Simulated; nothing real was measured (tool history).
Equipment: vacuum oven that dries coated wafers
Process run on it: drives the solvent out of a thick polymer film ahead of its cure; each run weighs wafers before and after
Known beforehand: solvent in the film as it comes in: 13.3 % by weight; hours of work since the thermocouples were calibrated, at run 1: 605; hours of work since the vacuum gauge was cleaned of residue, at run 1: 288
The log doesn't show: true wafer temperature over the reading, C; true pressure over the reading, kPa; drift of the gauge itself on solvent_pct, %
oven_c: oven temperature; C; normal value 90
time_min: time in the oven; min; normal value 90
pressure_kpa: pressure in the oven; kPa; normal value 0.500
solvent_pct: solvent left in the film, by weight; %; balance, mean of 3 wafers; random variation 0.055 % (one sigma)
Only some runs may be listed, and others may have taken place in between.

run,day,oven_c,time_min,pressure_kpa,hours of work since the thermocouples were calibrated,hours of work since the vacuum gauge was cleaned of residue,solvent_pct
1,0.000,90,90,0.500,605,288,2.31
2,0.812,90,90,0.511,617,299,2.36
3,1.354,90,90,0.511,624,307,2.44
4,1.700,90,90,0.511,629,311,2.40
5,2.446,90,90,0.511,639,322,2.45
6,3.096,90,90,0.511,648,331,2.34
7,3.629,90,90,0.511,656,338,2.40
8,4.175,90,90,1.626,663,346,3.05
9,4.854,90,90,1.626,673,355,3.13
10,5.542,90,90,0.270,682,365,2.32
11,6.129,90,90,0.270,691,373,2.28
12,6.508,87,69,0.563,696,378,4.32
13,6.938,87,69,0.563,702,384,4.28
14,7.617,87,69,0.563,711,394,4.27
15,7.971,87,69,0.563,716,399,4.30
16,8.400,87,69,0.563,722,405,4.33
17,8.800,87,69,0.563,728,410,4.25
18,9.204,84,90,0.674,734,416,4.34
19,9.779,84,90,0.674,742,424,4.36
20,10.283,84,90,0.674,749,431,4.09

Consider 4 possible next runs. They are alternatives, not a sequence: every one starts from the tool as it was left by run 20. What does each give?
A,10.642,104,63,1.608,754,436,?
B,10.642,91,90,0.946,754,436,?
C,10.642,90,132,1.586,754,436,?
D,10.642,88,51,1.221,754,436,?

run,solvent_pct
A,1.25
B,2.54
C,2.07
D,5.41
Had the tool no hidden state, the same runs would have come out as:
run,solvent_pct
A,1.14
B,2.35
C,1.88
D,5.22

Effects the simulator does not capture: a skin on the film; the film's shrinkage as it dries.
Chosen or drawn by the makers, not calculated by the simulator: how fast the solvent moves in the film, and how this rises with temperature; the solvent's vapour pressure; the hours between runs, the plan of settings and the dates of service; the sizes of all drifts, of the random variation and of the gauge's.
